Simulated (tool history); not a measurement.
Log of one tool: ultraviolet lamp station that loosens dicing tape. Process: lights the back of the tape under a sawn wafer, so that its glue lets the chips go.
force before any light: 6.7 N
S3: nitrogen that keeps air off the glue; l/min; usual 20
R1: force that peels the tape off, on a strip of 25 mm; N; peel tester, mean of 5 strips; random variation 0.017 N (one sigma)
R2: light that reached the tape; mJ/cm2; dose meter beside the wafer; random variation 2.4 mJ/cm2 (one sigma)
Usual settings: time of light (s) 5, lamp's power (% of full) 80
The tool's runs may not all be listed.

Run 1, hour 0.0: usual settings. Result: R1 1.329 N, R2 204 mJ/cm2.
At hour 25.6: window cleaned of glue's vapour.
Run 2, hour 45.7: usual settings. Result: R1 1.068 N, R2 235 mJ/cm2.
Run 3, hour 80.9: usual settings. Result: R1 1.071 N, R2 233 mJ/cm2.
Run 4, hour 142.6: usual settings. Result: R1 1.126 N, R2 223 mJ/cm2.
Run 5, hour 197.5: usual settings but time of light (s) 3. Result: R1 2.294 N, R2 132 mJ/cm2.
Run 6, hour 239.4: usual settings but time of light (s) 3. Result: R1 2.389 N, R2 128 mJ/cm2.

The next listed run, before its measurement:
Run 7, hour 275.3: usual settings but time of light (s) 4, lamp's power (% of full) 90, S3 26 l/min. Result: R1 ?, R2 ?.

{"run 7": {"R1": 1.405, "R2": 190}}
Without the tool's hidden state the same run would have given R1 0.934 N, R2 244 mJ/cm2.
